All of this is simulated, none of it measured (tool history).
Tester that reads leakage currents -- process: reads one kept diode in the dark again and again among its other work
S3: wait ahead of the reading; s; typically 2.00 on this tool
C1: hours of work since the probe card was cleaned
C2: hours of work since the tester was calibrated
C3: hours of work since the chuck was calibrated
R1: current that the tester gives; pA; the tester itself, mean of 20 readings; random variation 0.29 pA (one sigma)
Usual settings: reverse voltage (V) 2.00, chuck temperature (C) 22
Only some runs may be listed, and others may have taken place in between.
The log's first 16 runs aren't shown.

{"run": 17, "hour": 598.7, "reverse voltage (V)": 3.47, "chuck temperature (C)": 22, "S3": 2.0, "C1": 1045, "C2": 645, "C3": 327, "R1": 121.66}
{"run": 18, "hour": 634.4, "reverse voltage (V)": 2.0, "chuck temperature (C)": 22, "S3": 0.35, "C1": 1067, "C2": 667, "C3": 349, "R1": 93.8}
{"run": 19, "hour": 678.9, "reverse voltage (V)": 2.0, "chuck temperature (C)": 22, "S3": 0.35, "C1": 1094, "C2": 694, "C3": 376, "R1": 93.39}
{"hour": 722.7, "done": "probe card cleaned and baked"}
{"run": 20, "hour": 722.7, "reverse voltage (V)": 2.0, "chuck temperature (C)": 22, "S3": 0.35, "C1": 0, "C2": 719, "C3": 401, "R1": 91.56}
{"run": 21, "hour": 752.4, "reverse voltage (V)": 4.85, "chuck temperature (C)": 24, "S3": 3.4, "C1": 18, "C2": 737, "C3": 419, "R1": 165.18}
{"run": 22, "hour": 790.0, "reverse voltage (V)": 2.45, "chuck temperature (C)": 24, "S3": 3.18, "C1": 41, "C2": 759, "C3": 442, "R1": 118.35}
{"run": 23, "hour": 833.0, "reverse voltage (V)": 2.45, "chuck temperature (C)": 24, "S3": 3.18, "C1": 67, "C2": 786, "C3": 468, "R1": 117.89}
{"run": 24, "hour": 863.6, "reverse voltage (V)": 15.42, "chuck temperature (C)": 37, "S3": 6.38, "C1": 86, "C2": 804, "C3": 486, "R1": 842.13}
{"run": 25, "hour": 890.2, "reverse voltage (V)": 15.42, "chuck temperature (C)": 37, "S3": 6.38, "C1": 102, "C2": 820, "C3": 503, "R1": 839.69}
{"run": 26, "hour": 910.8, "reverse voltage (V)": 2.0, "chuck temperature (C)": 21, "S3": 5.06, "C1": 114, "C2": 833, "C3": 515, "R1": 82.35}
{"run": 27, "hour": 941.3, "reverse voltage (V)": 2.1, "chuck temperature (C)": 26, "S3": 2.74, "C1": 133, "C2": 851, "C3": 534, "R1": 130.48}
{"run": 28, "hour": 973.6, "reverse voltage (V)": 2.0, "chuck temperature (C)": 22, "S3": 0.61, "C1": 153, "C2": 871, "C3": 553, "R1": 90.39}
{"run": 29, "hour": 1020.1, "reverse voltage (V)": 2.0, "chuck temperature (C)": 22, "S3": 0.61, "C1": 181, "C2": 899, "C3": 582, "R1": 90.24}
{"run": 30, "hour": 1042.3, "reverse voltage (V)": 1.01, "chuck temperature (C)": 40, "S3": 3.3, "C1": 194, "C2": 913, "C3": 595, "R1": 286.04}
{"run": 31, "hour": 1074.5, "reverse voltage (V)": 14.5, "chuck temperature (C)": 39, "S3": 5.39, "C1": 214, "C2": 932, "C3": 615, "R1": 949.51}
{"run": 32, "hour": 1095.4, "reverse voltage (V)": 14.5, "chuck temperature (C)": 39, "S3": 5.39, "C1": 227, "C2": 945, "C3": 627, "R1": 942.65}
{"run": 33, "hour": 1143.4, "reverse voltage (V)": 14.5, "chuck temperature (C)": 39, "S3": 5.39, "C1": 256, "C2": 974, "C3": 657, "R1": 945.66}
{"run": 34, "hour": 1186.6, "reverse voltage (V)": 2.0, "chuck temperature (C)": 26, "S3": 3.61, "C1": 282, "C2": 1001, "C3": 683, "R1": 125.5}
{"run": 35, "hour": 1232.6, "reverse voltage (V)": 2.0, "chuck temperature (C)": 22, "S3": 3.55, "C1": 310, "C2": 1029, "C3": 711, "R1": 88.46}
{"run": 36, "hour": 1254.3, "reverse voltage (V)": 16.19, "chuck temperature (C)": 22, "S3": 0.64, "C1": 323, "C2": 1042, "C3": 724, "R1": 248.99}
{"run": 37, "hour": 1277.8, "reverse voltage (V)": 16.19, "chuck temperature (C)": 22, "S3": 0.64, "C1": 337, "C2": 1056, "C3": 738, "R1": 249.22}
{"run": 38, "hour": 1326.6, "reverse voltage (V)": 2.0, "chuck temperature (C)": 47, "S3": 2.95, "C1": 367, "C2": 1086, "C3": 768, "R1": 669.77}
{"run": 39, "hour": 1361.6, "reverse voltage (V)": 1.92, "chuck temperature (C)": 32, "S3": 4.52, "C1": 388, "C2": 1107, "C3": 789, "R1": 201.5}
{"run": 40, "hour": 1397.4, "reverse voltage (V)": 1.92, "chuck temperature (C)": 32, "S3": 8.5, "C1": 410, "C2": 1129, "C3": 811, "R1": 201.11}

Here are 3 independent what-if runs from the current tool condition. What would each one return?
{"run": "A", "hour": 1423.9, "reverse voltage (V)": 19.63, "chuck temperature (C)": 46, "S3": 0.4, "C1": 426, "C2": 1145, "C3": 827, "R1": "?"}
{"run": "B", "hour": 1423.9, "reverse voltage (V)": 15.96, "chuck temperature (C)": 22, "S3": 2.0, "C1": 426, "C2": 1145, "C3": 827, "R1": "?"}
{"run": "C", "hour": 1423.9, "reverse voltage (V)": 3.31, "chuck temperature (C)": 32, "S3": 0.75, "C1": 426, "C2": 1145, "C3": 827, "R1": "?"}

run=A R1=1862.33
run=B R1=242.47
run=C R1=262.95
Stripped of hidden state, with their random variation kept, the same runs would have yielded:
run=A R1=1982.57
run=B R1=256.18
run=C R1=281.40
